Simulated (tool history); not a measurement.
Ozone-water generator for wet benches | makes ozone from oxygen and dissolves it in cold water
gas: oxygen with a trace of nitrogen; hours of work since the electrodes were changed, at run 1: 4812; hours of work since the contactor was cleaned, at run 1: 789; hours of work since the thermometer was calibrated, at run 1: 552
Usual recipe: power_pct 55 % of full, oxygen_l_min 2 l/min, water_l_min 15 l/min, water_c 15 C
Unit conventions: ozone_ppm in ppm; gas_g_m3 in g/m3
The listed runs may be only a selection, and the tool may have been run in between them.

run    hour  power_pct  oxygen_l_min  water_l_min  water_c  hours of work since the electrodes were changed  hours of work since the contactor was cleaned  hours of work since the thermometer was calibrated  ozone_ppm  gas_g_m3
  1       0         55             2           15       15                                             4812                                            789                                                 552         12     198.9
  2   193.5         55             2           15       15                                             4934                                            911                                                 674       12.1     197.2
  3   383.5         55             2           10       15                                             5054                                           1031                                                 794       18.4     200.2
  4   553.9         55             2           15       15                                             5161                                           1138                                                 901       11.9     200.8
  5   706.1         55             2           15       15                                             5257                                           1234                                                 998       11.7     199.6
  6     895         55             2           15       15                                             5377                                           1354                                                1117       11.9     200.3
  7  1099.2         55             2           15       11                                             5506                                           1483                                                1246       12.3     198.4
  8  1236.9         55             2           15       11                                             5593                                           1570                                                1333       12.1     198.3
  9  1335.9         55             2           15       11                                             5655                                           1632                                                1395       12.3     201.5
 10  1507.6         40             2           15       15                                             5763                                           1740                                                1504        9.3     156.2
 11  1688.7         40             2           15       15                                             5878                                           1855                                                1618        9.2     156.3
 12  1829.1         47             2           15       22                                             5966                                           1943                                                1707        9.9       177
 13  2030.4         50          2.23           19       14                                             6094                                           2071                                                1834        8.6     177.7
 14  2196.3         73             2           15       21                                             6198                                           2175                                                1938         14     248.5
 15  2318.2         60          1.01           12       14                                             6275                                           2252                                                2015       13.4     290.7

Run 16, settings as shown, results not yet in. Your forecast:
 16  2517.1         60          1.01           12       14                                             6401                                           2378                                                2141          ?         ?

Run 16 yielded ozone_ppm 13.5 ppm, gas_g_m3 290.7 g/m3.
Without the tool's hidden state the same run would have given ozone_ppm 13.5 ppm, gas_g_m3 291.3 g/m3.

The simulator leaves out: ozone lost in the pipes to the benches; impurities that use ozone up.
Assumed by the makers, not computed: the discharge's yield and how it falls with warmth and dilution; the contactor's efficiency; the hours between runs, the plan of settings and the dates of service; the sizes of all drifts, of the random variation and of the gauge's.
